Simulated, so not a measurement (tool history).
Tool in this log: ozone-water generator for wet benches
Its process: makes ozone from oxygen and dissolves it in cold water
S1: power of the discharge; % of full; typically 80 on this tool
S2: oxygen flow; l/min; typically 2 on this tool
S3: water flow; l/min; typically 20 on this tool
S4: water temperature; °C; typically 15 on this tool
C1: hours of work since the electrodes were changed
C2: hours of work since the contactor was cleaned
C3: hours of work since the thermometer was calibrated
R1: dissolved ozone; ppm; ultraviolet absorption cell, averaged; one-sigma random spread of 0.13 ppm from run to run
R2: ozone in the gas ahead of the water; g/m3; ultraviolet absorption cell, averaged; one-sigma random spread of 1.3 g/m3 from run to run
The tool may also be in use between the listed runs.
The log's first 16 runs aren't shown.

run,hour,S1,S2,S3,S4,C1,C2,C3,R1,R2
17,1028.7,50,2,20,11,1544,488,1113,7.8,150.2
18,1116.4,50,2,20,11,1599,542,1167,7.9,149.3
19,1202.6,47,2,15,17,1652,595,1220,9.3,143.2
20,1248.4,66,1.32,12,8,1680,623,1248,14.8,229.8
21,1289.8,64,1.32,12,8,1705,649,1274,14.2,222.6
22,1368.3,64,1.32,19,12,1754,697,1322,8.8,222.4
23,1407.8,71,2,20,15,1778,721,1347,10.6,201.1
24,1486.3,80,2,20,8,1827,770,1395,12.1,221.3
25,1542.6,80,2.76,20,20,1861,805,1430,12.2,193
26,1592.2,80,2,20,9,1892,835,1460,12.1,223.2
27,1638.9,44,1.04,20,9,1921,864,1489,5.6,178.2
28,1717.8,44,1.04,20,9,1970,913,1538,5.6,176.5
29,1776.6,44,1.04,20,9,2006,949,1574,5.6,178.5
30,1816.3,44,1.04,20,9,2030,974,1599,5.6,177.4
31,1865.5,80,2,20,8,2061,1004,1629,11.9,220.2
32,1909.4,80,2,15,8,2088,1031,1656,15.7,219.3

3 ways to go on from here, each from the tool as it stands after run 32. What would each give?
A,1999.2,80,2.64,16,9,2143,1086,1711,?,?
B,1999.2,80,2,20,20,2143,1086,1711,?,?
C,1999.2,80,2,20,13,2143,1086,1711,?,?

run,R1,R2
A,16.1,194.1
B,11.1,219.9
C,11.8,219.1
Take away the tool's hidden state, keep each run's random variation, and the runs would have read:
run,R1,R2
A,18.3,214.5
B,12.7,243.1
C,13.4,242.1
